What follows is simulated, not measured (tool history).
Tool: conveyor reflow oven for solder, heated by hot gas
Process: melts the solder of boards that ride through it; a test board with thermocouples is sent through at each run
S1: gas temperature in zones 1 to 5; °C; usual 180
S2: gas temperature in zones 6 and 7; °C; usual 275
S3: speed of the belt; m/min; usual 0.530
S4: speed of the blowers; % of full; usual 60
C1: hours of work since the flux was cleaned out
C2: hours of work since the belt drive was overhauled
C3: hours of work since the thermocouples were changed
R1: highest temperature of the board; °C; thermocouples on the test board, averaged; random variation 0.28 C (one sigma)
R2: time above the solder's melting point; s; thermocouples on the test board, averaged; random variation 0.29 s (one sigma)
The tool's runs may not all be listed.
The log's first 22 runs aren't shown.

| run | hour | S1 | S2 | S3 | S4 | C1 | C2 | C3 | R1 | R2 |
|---|---|---|---|---|---|---|---|---|---|---|
| 23 | 302.3 | 180 | 283 | 0.554 | 70 | 237 | 26 | 427 | 262.4 | 55.5 |
| 24 | 318.1 | 190 | 284 | 0.551 | 61 | 245 | 35 | 436 | 263.2 | 58.7 |
| 25 | 326.7 | 190 | 284 | 0.551 | 61 | 250 | 40 | 441 | 263.0 | 58.8 |
| 26 | 337.5 | 189 | 282 | 0.495 | 80 | 256 | 46 | 447 | 269.1 | 69.2 |
| 27 | 346.8 | 189 | 282 | 0.536 | 80 | 262 | 52 | 452 | 266.9 | 62.6 |
|  | 360.1 | flux residue cleaned out of gas plates and filters |
| 28 | 360.1 | 188 | 275 | 0.530 | 60 | 0 | 56 | 457 | 258.1 | 58.8 |
| 29 | 377.1 | 188 | 275 | 0.530 | 60 | 10 | 66 | 467 | 257.3 | 58.1 |
| 30 | 392.3 | 165 | 275 | 0.603 | 60 | 18 | 74 | 475 | 246.9 | 37.1 |

5 ways to go on from here, each from the tool as it stands after run 30. What would each give?
| A | 409.5 | 180 | 264 | 0.530 | 70 | 28 | 84 | 485 | ? | ? |
| B | 409.5 | 180 | 275 | 0.524 | 82 | 28 | 84 | 485 | ? | ? |
| C | 409.5 | 187 | 288 | 0.533 | 60 | 28 | 84 | 485 | ? | ? |
| D | 409.5 | 180 | 275 | 0.469 | 60 | 28 | 84 | 485 | ? | ? |
| E | 409.5 | 180 | 275 | 0.489 | 80 | 28 | 84 | 485 | ? | ? |

| run | R1 | R2 |
|---|---|---|
| A | 249.6 | 50.9 |
| B | 262.4 | 59.1 |
| C | 268.4 | 63.0 |
| D | 260.7 | 64.6 |
| E | 263.2 | 64.3 |
Without the tool's hidden state the same runs would have given:
| run | R1 | R2 |
|---|---|---|
| A | 248.6 | 50.1 |
| B | 261.4 | 58.5 |
| C | 267.5 | 62.4 |
| D | 259.7 | 63.8 |
| E | 262.1 | 63.7 |
